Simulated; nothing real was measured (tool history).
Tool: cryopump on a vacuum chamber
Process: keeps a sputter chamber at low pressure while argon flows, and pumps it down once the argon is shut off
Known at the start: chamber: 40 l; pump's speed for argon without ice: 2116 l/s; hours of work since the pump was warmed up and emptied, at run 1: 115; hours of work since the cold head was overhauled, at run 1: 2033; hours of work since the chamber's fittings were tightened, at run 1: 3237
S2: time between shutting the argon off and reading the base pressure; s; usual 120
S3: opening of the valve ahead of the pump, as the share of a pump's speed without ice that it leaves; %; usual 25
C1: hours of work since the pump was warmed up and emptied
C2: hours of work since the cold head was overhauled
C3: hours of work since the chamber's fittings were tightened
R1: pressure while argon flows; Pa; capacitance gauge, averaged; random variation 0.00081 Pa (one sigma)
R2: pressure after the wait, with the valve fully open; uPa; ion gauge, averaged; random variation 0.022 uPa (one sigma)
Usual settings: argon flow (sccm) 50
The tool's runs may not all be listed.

Run 1, day 0: usual settings; C1 115; C2 2033; C3 3237. Result: R1 0.1624 Pa, R2 1.2 uPa.
At day 1.708: leaking fittings of the chamber tightened, without venting.
Run 2, day 3.788: usual settings; C1 153; C2 2072; C3 22. Result: R1 0.1616 Pa, R2 0.61 uPa.
Run 3, day 8.621: usual settings; C1 204; C2 2123; C3 72. Result: R1 0.1629 Pa, R2 0.64 uPa.
Run 4, day 10.908: usual settings; C1 228; C2 2146; C3 96. Result: R1 0.1644 Pa, R2 0.68 uPa.
Run 5, day 13.492: usual settings; C1 255; C2 2173; C3 123. Result: R1 0.1644 Pa, R2 0.64 uPa.
Run 6, day 17.721: usual settings; C1 299; C2 2218; C3 167. Result: R1 0.1663 Pa, R2 0.66 uPa.
Run 7, day 21.746: usual settings; C1 341; C2 2260; C3 209. Result: R1 0.166 Pa, R2 0.72 uPa.
Run 8, day 25.125: usual settings but argon flow (sccm) 42; C1 376; C2 2295; C3 245. Result: R1 0.1402 Pa, R2 0.7 uPa.
Run 9, day 29.517: usual settings but argon flow (sccm) 42; C1 422; C2 2341; C3 291. Result: R1 0.141 Pa, R2 0.73 uPa.
Run 10, day 33.112: usual settings but argon flow (sccm) 42; C1 460; C2 2378; C3 328. Result: R1 0.1411 Pa, R2 0.74 uPa.
Run 11, day 36.85: usual settings; C1 499; C2 2418; C3 367. Result: R1 0.1686 Pa, R2 0.73 uPa.
Run 12, day 40.467: usual settings; C1 537; C2 2455; C3 405. Result: R1 0.1691 Pa, R2 0.79 uPa.
Run 13, day 44.025: usual settings; C1 574; C2 2493; C3 442. Result: R1 0.1703 Pa, R2 0.79 uPa.
Run 14, day 47.962: usual settings; C1 615; C2 2534; C3 483. Result: R1 0.1709 Pa, R2 0.77 uPa.
Run 15, day 50.992: usual settings; C1 647; C2 2565; C3 515. Result: R1 0.1711 Pa, R2 0.81 uPa.
Run 16, day 54.112: usual settings but argon flow (sccm) 51; C1 679; C2 2598; C3 548. Result: R1 0.1771 Pa, R2 0.83 uPa.
Run 17, day 57.762: usual settings but argon flow (sccm) 51; C1 718; C2 2636; C3 586. Result: R1 0.1752 Pa, R2 0.81 uPa.
Run 18, day 61.083: usual settings but argon flow (sccm) 25, S2 103 s, S3 30 %; C1 752; C2 2671; C3 621. Result: R1 0.0739 Pa, R2 0.97 uPa.
Run 19, day 64.929: usual settings but argon flow (sccm) 25, S2 103 s, S3 30 %; C1 792; C2 2711; C3 661. Result: R1 0.0736 Pa, R2 0.91 uPa.
Run 20, day 68.921: usual settings but S3 17 %; C1 834; C2 2753; C3 702. Result: R1 0.2497 Pa, R2 0.88 uPa.
Run 21, day 71.238: usual settings but S3 17 %; C1 858; C2 2777; C3 727. Result: R1 0.2515 Pa, R2 0.88 uPa.
Run 22, day 75.383: usual settings but argon flow (sccm) 80, S3 60 %; C1 902; C2 2820; C3 770. Result: R1 0.1367 Pa, R2 0.92 uPa.
Run 23, day 77.396: usual settings but argon flow (sccm) 34, S2 52 s, S3 38 %; C1 923; C2 2841; C3 791. Result: R1 0.0839 Pa, R2 1.58 uPa.
At day 79.008: pump warmed up, emptied and cooled again.
Run 24, day 81.138: usual settings but argon flow (sccm) 28, S2 189 s, S3 58 %; C1 22; C2 2878; C3 828. Result: R1 0.0386 Pa, R2 0.61 uPa.
Run 25, day 85.933: usual settings but argon flow (sccm) 28, S2 189 s, S3 58 %; C1 72; C2 2928; C3 878. Result: R1 0.039 Pa, R2 0.63 uPa.
Run 26, day 90.067: usual settings but S2 47 s, S3 21 %; C1 116; C2 2972; C3 921. Result: R1 0.1933 Pa, R2 1.56 uPa.
Run 27, day 94.829: usual settings but argon flow (sccm) 34, S2 53 s, S3 28 %; C1 165; C2 3021; C3 971. Result: R1 0.099 Pa, R2 1.48 uPa.
Run 28, day 97.542: usual settings but argon flow (sccm) 63, S2 53 s, S3 19 %; C1 194; C2 3050; C3 999. Result: R1 0.2692 Pa, R2 1.39 uPa.
Run 29, day 101.025: usual settings but argon flow (sccm) 63, S2 53 s, S3 19 %; C1 230; C2 3086; C3 1036. Result: R1 0.2677 Pa, R2 1.43 uPa.
Run 30, day 103.583: usual settings but argon flow (sccm) 63, S2 53 s, S3 19 %; C1 257; C2 3113; C3 1063. Result: R1 0.2698 Pa, R2 1.47 uPa.
Run 31, day 107.762: usual settings but argon flow (sccm) 63, S2 53 s, S3 19 %; C1 301; C2 3156; C3 1106. Result: R1 0.2713 Pa, R2 1.51 uPa.
Run 32, day 112.625: usual settings but argon flow (sccm) 63, S2 53 s, S3 19 %; C1 351; C2 3207; C3 1157. Result: R1 0.2731 Pa, R2 1.53 uPa.
Run 33, day 114.988: usual settings but argon flow (sccm) 23, S3 43 %; C1 376; C2 3232; C3 1182. Result: R1 0.0458 Pa, R2 0.94 uPa.
Run 34, day 117.804: usual settings but argon flow (sccm) 23, S2 59 s, S3 24 %; C1 405; C2 3261; C3 1211. Result: R1 0.08 Pa, R2 1.37 uPa.

Hidden state at the last listed run before each entry between runs and at the first one after, where it differs:
Between runs 1 and 2: leaking fittings of the chamber tightened, without venting (day 1.708)
  pump's speed, % of a pump's without ice: 95.2 -> 94; cold plate's temperature, K: 12.6 -> 12.61; leak into the chamber, uPa l/s: 1479 -> 348
  measured less the result without the state, R1: +0.0025 -> +0.0031 Pa; R2: +0.59 -> +0.04 uPa
Between runs 23 and 24: pump warmed up, emptied and cooled again (day 79.008)
  pump's speed, % of a pump's without ice: 68.6 -> 99.1; cold plate's temperature, K: 12.79 -> 12.8; leak into the chamber, uPa l/s: 626 -> 639
  measured less the result without the state, R1: +0.013 -> +0.0006 Pa; R2: +0.3 -> +0.17 uPa

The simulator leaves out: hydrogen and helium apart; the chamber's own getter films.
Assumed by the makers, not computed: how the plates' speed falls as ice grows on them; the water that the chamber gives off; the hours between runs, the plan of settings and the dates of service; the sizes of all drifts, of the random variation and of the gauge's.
